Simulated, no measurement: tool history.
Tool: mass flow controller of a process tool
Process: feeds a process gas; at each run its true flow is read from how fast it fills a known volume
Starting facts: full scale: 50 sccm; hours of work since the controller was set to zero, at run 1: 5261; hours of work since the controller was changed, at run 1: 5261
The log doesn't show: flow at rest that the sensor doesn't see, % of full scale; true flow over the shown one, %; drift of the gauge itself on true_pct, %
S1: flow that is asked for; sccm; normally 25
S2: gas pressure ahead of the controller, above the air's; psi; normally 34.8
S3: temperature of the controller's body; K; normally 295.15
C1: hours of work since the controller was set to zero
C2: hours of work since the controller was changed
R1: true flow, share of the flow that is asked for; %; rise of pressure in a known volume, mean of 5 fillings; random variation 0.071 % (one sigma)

| run | day | S1 | S2 | S3 | C1 | C2 | R1 |
|---|---|---|---|---|---|---|---|
| 1 | 0.000 | 25 | 34.8 | 295.15 | 5261 | 5261 | 99.43 |
|  | 3.075 | controller's zero set anew |
| 2 | 6.458 | 9 | 34.8 | 295.15 | 56 | 5367 | 98.79 |
| 3 | 10.033 | 9 | 34.8 | 295.15 | 115 | 5426 | 98.98 |
| 4 | 15.325 | 9 | 34.8 | 295.15 | 203 | 5514 | 98.91 |
| 5 | 19.083 | 25 | 34.8 | 295.15 | 265 | 5576 | 99.38 |
| 6 | 26.575 | 25 | 34.8 | 295.15 | 389 | 5700 | 99.35 |
| 7 | 30.950 | 25 | 34.8 | 295.15 | 461 | 5772 | 99.44 |
| 8 | 37.171 | 20 | 24.9 | 295.15 | 564 | 5875 | 99.05 |
| 9 | 41.508 | 7 | 24.2 | 296.15 | 636 | 5947 | 98.32 |
| 10 | 45.300 | 7 | 24.2 | 296.15 | 698 | 6010 | 98.38 |
| 11 | 49.254 | 17 | 34.8 | 305.15 | 764 | 6075 | 97.96 |
| 12 | 53.217 | 6 | 23.4 | 295.15 | 829 | 6141 | 98.49 |
| 13 | 60.225 | 6 | 23.4 | 295.15 | 945 | 6256 | 98.44 |

Alternative continuations, all from the tool just after run 13; predict every row:
| A | 64.371 | 25 | 34.8 | 294.15 | 1014 | 6325 | ? |
| B | 64.371 | 25 | 29.6 | 306.15 | 1014 | 6325 | ? |
| C | 64.371 | 10 | 23.4 | 310.15 | 1014 | 6325 | ? |
| D | 64.371 | 17 | 38.1 | 305.15 | 1014 | 6325 | ? |
| E | 64.371 | 9 | 34.8 | 295.15 | 1014 | 6325 | ? |

| run | R1 |
|---|---|
| A | 99.46 |
| B | 98.08 |
| C | 96.92 |
| D | 98.12 |
| E | 98.75 |
Take away the tool's hidden state, keep each run's random variation, and the runs would have read:
| run | R1 |
|---|---|
| A | 99.45 |
| B | 98.07 |
| C | 96.91 |
| D | 98.11 |
| E | 98.74 |
